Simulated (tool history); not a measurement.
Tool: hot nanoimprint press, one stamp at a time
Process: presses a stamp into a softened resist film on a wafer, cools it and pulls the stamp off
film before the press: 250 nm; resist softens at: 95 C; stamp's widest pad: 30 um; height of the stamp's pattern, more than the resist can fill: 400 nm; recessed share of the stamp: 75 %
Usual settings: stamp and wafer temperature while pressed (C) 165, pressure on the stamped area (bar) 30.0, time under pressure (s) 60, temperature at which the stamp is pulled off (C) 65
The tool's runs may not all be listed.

run   hour  stamp and wafer temperature while pressed (C)  pressure on the stamped area (bar)  time under pressure (s)  temperature at which the stamp is pulled off (C)  resist left under the stamp's widest pad (nm)  greatest force while the stamp is pulled off (N)
  1    0.0                                            165                                30.0                       60                                                65                                          105.0                                               239
  2   13.8                                            165                                30.0                       60                                                65                                          103.6                                               237
  3   36.1                                            165                                30.0                       60                                                65                                          106.4                                               235
  4   49.0                                            165                                30.0                       60                                                65                                          105.4                                               242
  5   58.6                                            165                                37.8                       60                                                65                                           93.9                                               242
  6   69.0                                            165                                37.8                       60                                                65                                           94.7                                               245
  7   82.0                                            165                                37.8                       60                                                65                                           93.8                                               238
  8   97.0                                            165                                37.8                       60                                                65                                           93.8                                               239
  9  115.8                                            165                                37.8                       60                                                65                                           93.9                                               245
 10  136.1                                            165                                37.8                       60                                                65                                           94.1                                               235
 11  148.2                                            165                                32.5                       60                                                65                                          100.3                                               247
 12  169.5                                            165                                32.5                       60                                                65                                          100.5                                               237
 13  182.3                                            165                                32.5                       60                                                65                                          102.1                                               239
 14  202.0                                            165                                30.0                       60                                                65                                          103.6                                               240
 15  223.1                                            165                                30.0                       60                                                65                                          105.7                                               248
 16  240.9                                            165                                35.0                       60                                                67                                           96.5                                               235
 17  254.3                                            165                                35.0                       60                                                67                                           98.1                                               238
     263.6  -- stamp cleaned and given a new release coat
 18  272.8                                            165                                35.0                       33                                                67                                          121.3                                               237
 19  295.0                                            165                                35.0                       33                                                71                                          123.2                                               219
     318.9  -- plate thermocouple calibrated
 20  318.9                                            157                                35.0                       33                                                51                                          175.9                                               251
 21  329.3                                            154                                30.0                       39                                                56                                          193.5                                               253
 22  340.0                                            154                                30.0                       39                                                56                                          194.3                                               264
 23  357.4                                            154                                30.0                       39                                                56                                          193.4                                               247
 24  376.6                                            168                                30.0                       72                                                57                                           82.7                                               246
 25  388.1                                            166                                31.9                       46                                                57                                          107.2                                               252

Forecast run 26:
 26  398.4                                            165                                30.0                       63                                                73                                              ?                                                 ?

{"run 26": {"resist left under the stamp's widest pad (nm)": 104.5, "greatest force while the stamp is pulled off (N)": 222}}
Without the tool's hidden state the same run would have given resist left under the stamp's widest pad (nm) 104.4, greatest force while the stamp is pulled off (N) 222.

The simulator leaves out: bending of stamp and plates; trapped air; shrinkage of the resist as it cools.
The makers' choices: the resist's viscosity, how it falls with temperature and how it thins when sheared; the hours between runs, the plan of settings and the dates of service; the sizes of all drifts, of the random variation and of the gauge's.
